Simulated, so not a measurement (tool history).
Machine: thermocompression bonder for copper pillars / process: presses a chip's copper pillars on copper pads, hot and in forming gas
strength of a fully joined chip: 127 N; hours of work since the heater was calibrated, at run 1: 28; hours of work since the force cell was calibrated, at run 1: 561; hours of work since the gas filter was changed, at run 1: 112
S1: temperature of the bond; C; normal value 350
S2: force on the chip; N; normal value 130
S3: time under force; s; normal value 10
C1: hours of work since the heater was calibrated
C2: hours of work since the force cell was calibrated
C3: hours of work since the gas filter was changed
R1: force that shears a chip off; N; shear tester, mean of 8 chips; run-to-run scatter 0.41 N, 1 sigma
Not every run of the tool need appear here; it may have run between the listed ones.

run 1 hour=0.0 | S1=350 S2=130 S3=10 | C1=28 C2=561 C3=112 | R1=65.6
run 2 hour=20.0 | S1=353 S2=130 S3=10 | C1=38 C2=571 C3=122 | R1=65.5
run 3 hour=44.8 | S1=350 S2=130 S3=10 | C1=51 C2=584 C3=134 | R1=64.2
run 4 hour=59.6 | S1=350 S2=130 S3=10 | C1=58 C2=591 C3=141 | R1=65.1
run 5 hour=75.9 | S1=350 S2=130 S3=10 | C1=66 C2=599 C3=150 | R1=64.4
run 6 hour=96.5 | S1=350 S2=130 S3=10 | C1=77 C2=610 C3=160 | R1=64.6
run 7 hour=112.5 | S1=350 S2=98 S3=10 | C1=85 C2=618 C3=168 | R1=49.2
run 8 hour=126.0 | S1=377 S2=130 S3=10 | C1=91 C2=624 C3=175 | R1=74.1
run 9 hour=148.2 | S1=357 S2=130 S3=10 | C1=102 C2=636 C3=186 | R1=66.8
run 10 hour=163.4 | S1=341 S2=148 S3=6 | C1=110 C2=643 C3=193 | R1=57.2
run 11 hour=176.1 | S1=365 S2=97 S3=19 | C1=116 C2=650 C3=200 | R1=66.4
run 12 hour=199.1 | S1=365 S2=97 S3=19 | C1=128 C2=661 C3=211 | R1=66.2
-- hour=206.4 forming gas filter changed
run 13 hour=215.1 | S1=365 S2=97 S3=19 | C1=136 C2=669 C3=4 | R1=69.9
run 14 hour=238.2 | S1=350 S2=130 S3=7 | C1=147 C2=680 C3=16 | R1=58.9
run 15 hour=255.8 | S1=353 S2=105 S3=6 | C1=156 C2=689 C3=25 | R1=45.5
run 16 hour=278.0 | S1=350 S2=130 S3=10 | C1=167 C2=700 C3=36 | R1=66.6
run 17 hour=294.7 | S1=334 S2=130 S3=25 | C1=176 C2=709 C3=44 | R1=79.7
run 18 hour=307.7 | S1=334 S2=130 S3=25 | C1=182 C2=715 C3=51 | R1=79.3

What if the next run were any one of these 5? Each begins from the tool's condition after run 18:
run A hour=321.6 | S1=350 S2=130 S3=7 | C1=189 C2=722 C3=58 | R1=?
run B hour=321.6 | S1=364 S2=103 S3=17 | C1=189 C2=722 C3=58 | R1=?
run C hour=321.6 | S1=350 S2=139 S3=6 | C1=189 C2=722 C3=58 | R1=?
run D hour=321.6 | S1=358 S2=154 S3=25 | C1=189 C2=722 C3=58 | R1=?
run E hour=321.6 | S1=350 S2=81 S3=7 | C1=189 C2=722 C3=58 | R1=?

run=A R1=58.4
run=B R1=69.1
run=C R1=57.8
run=D R1=99.6
run=E R1=35.4
Had the tool no hidden state, the same runs would have come out as:
run=A R1=56.7
run=B R1=67.4
run=C R1=56.1
run=D R1=98.5
run=E R1=34.1
